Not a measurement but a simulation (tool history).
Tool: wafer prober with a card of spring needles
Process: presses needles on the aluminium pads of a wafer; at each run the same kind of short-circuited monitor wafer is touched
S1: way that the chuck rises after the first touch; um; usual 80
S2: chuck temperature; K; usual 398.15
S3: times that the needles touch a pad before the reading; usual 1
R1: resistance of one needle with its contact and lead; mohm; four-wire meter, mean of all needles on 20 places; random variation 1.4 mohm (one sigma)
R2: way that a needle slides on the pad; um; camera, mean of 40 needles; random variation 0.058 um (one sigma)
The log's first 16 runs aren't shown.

-- hour=341.2 tips cleaned on abrasive film
run 17 hour=341.2 | S1=77 S2=351.15 S3=1 | R1=121 R2=20.48
-- hour=355.8 tips cleaned on abrasive film
run 18 hour=367.2 | S1=63 S2=398.15 S3=2 | R1=141 R2=16.73
-- hour=370.1 tips cleaned on abrasive film
-- hour=383.3 tips cleaned on abrasive film
-- hour=396.3 tips cleaned on abrasive film
run 19 hour=397.5 | S1=80 S2=354.15 S3=2 | R1=120 R2=21.17
-- hour=409.8 tips cleaned on abrasive film
run 20 hour=418.4 | S1=80 S2=354.15 S3=2 | R1=127 R2=21.21
-- hour=423.5 tips cleaned on abrasive film
-- hour=437.5 tips cleaned on abrasive film
run 21 hour=443.6 | S1=90 S2=393.15 S3=1 | R1=128 R2=23.62
-- hour=450.5 tips cleaned on abrasive film
-- hour=466.2 tips cleaned on abrasive film
run 22 hour=474.3 | S1=90 S2=393.15 S3=2 | R1=128 R2=23.76
-- hour=480.8 tips cleaned on abrasive film
run 23 hour=492.4 | S1=62 S2=320.15 S3=2 | R1=133 R2=16.20
-- hour=495.1 tips cleaned on abrasive film
-- hour=508.9 tips cleaned on abrasive film
run 24 hour=515.4 | S1=77 S2=320.15 S3=2 | R1=123 R2=20.18
-- hour=522.7 tips cleaned on abrasive film
run 25 hour=528.4 | S1=73 S2=335.15 S3=2 | R1=124 R2=19.04
-- hour=537.3 tips cleaned on abrasive film
-- hour=550.9 tips cleaned on abrasive film
run 26 hour=551.4 | S1=82 S2=301.15 S3=2 | R1=112 R2=21.42
-- hour=564.5 tips cleaned on abrasive film
run 27 hour=571.0 | S1=68 S2=301.15 S3=2 | R1=122 R2=17.56
-- hour=578.6 tips cleaned on abrasive film
-- hour=591.8 tips cleaned on abrasive film
run 28 hour=595.6 | S1=68 S2=301.15 S3=2 | R1=122 R2=17.52
-- hour=604.9 tips cleaned on abrasive film
run 29 hour=608.6 | S1=68 S2=385.15 S3=2 | R1=128 R2=17.50
-- hour=618.7 tips cleaned on abrasive film
-- hour=633.9 tips cleaned on abrasive film
run 30 hour=639.3 | S1=68 S2=385.15 S3=2 | R1=131 R2=17.41

3 ways to go on from here, each from the tool as it stands after run 30. What would each give?
-- hour=646.9 tips cleaned on abrasive film
run A hour=655.0 | S1=75 S2=354.15 S3=2 | R1=? R2=?
-- hour=646.9 tips cleaned on abrasive film
run B hour=655.0 | S1=99 S2=394.15 S3=2 | R1=? R2=?
-- hour=646.9 tips cleaned on abrasive film
run C hour=655.0 | S1=77 S2=309.15 S3=2 | R1=? R2=?

run=A R1=130 R2=19.37
run=B R1=128 R2=25.75
run=C R1=122 R2=19.91
Without the tool's hidden state the same runs would have given:
run=A R1=122 R2=20.15
run=B R1=123 R2=26.53
run=C R1=113 R2=20.69
